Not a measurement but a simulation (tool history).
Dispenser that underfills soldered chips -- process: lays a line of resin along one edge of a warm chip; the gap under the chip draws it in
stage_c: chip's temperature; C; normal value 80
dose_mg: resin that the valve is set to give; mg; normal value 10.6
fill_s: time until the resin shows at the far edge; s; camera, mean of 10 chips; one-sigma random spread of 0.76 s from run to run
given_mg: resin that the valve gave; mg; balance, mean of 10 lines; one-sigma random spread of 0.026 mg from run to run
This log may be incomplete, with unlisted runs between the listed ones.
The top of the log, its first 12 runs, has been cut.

run	day	stage_c	dose_mg	hours of work since the syringe was changed	hours of work since the valve was cleaned	hours of work since the stage was calibrated	fill_s	given_mg
13	1.612	74	10.6	3	31	88	105.8	10.33
14	1.696	74	10.6	4	33	90	115	10.32
15	1.85	66	10.6	7	36	92	208.1	10.34
# day 1.992: new syringe of resin
16	2.046	66	10.6	1	39	96	151.9	10.26
17	2.242	66	10.6	5	43	100	183.2	10.33
18	2.388	80	10.3	7	46	102	102.4	10.01
# day 2.504: new syringe of resin
19	2.504	89	13.5	0	48	104	42.5	13.02
20	2.662	89	13.5	3	51	107	50.1	13.07
21	2.854	72	13.5	7	54	111	139.4	12.99
22	3.004	72	11.6	9	57	114	167	11.17
# day 3.033: new syringe of resin
23	3.112	72	11.6	2	59	115	110.7	11.18
24	3.196	87	11	3	60	117	55.6	10.59
25	3.308	87	11	5	63	119	63.7	10.56
26	3.442	87	11	8	65	122	73.7	10.5
# day 3.55: new syringe of resin
27	3.579	87	11	1	67	124	48.9	10.51
28	3.738	75	11.1	3	70	127	104.1	10.6
29	3.925	86	13.7	7	74	130	70.1	13.09
30	4.025	68	12.3	9	76	132	196.5	11.7
# day 4.067: new syringe of resin
# day 4.154: dispensing valve cleaned and set on the balance
31	4.275	68	12.3	3	2	136	142.9	12.26
32	4.454	82	10.6	6	6	139	86.7	10.57
33	4.592	90	13	9	8	142	63	12.96
# day 4.638: new syringe of resin
34	4.771	90	13.6	3	11	145	46.9	13.51
35	4.954	83	13.3	6	15	148	77.9	13.2

Branching from run 35: 3 alternative next runs. What would each branch give?
A	5.038	83	9.9	8	16	150	?	?
B	5.038	67	12.5	8	16	150	?	?
C	5.038	66	9.8	8	16	150	?	?

run	fill_s	given_mg
A	87.7	9.83
B	193.3	12.39
C	211.3	9.68
What these runs would have given with no unlogged condition in the tool:
run	fill_s	given_mg
A	60.4	9.92
B	133.6	12.5
C	145.9	9.77

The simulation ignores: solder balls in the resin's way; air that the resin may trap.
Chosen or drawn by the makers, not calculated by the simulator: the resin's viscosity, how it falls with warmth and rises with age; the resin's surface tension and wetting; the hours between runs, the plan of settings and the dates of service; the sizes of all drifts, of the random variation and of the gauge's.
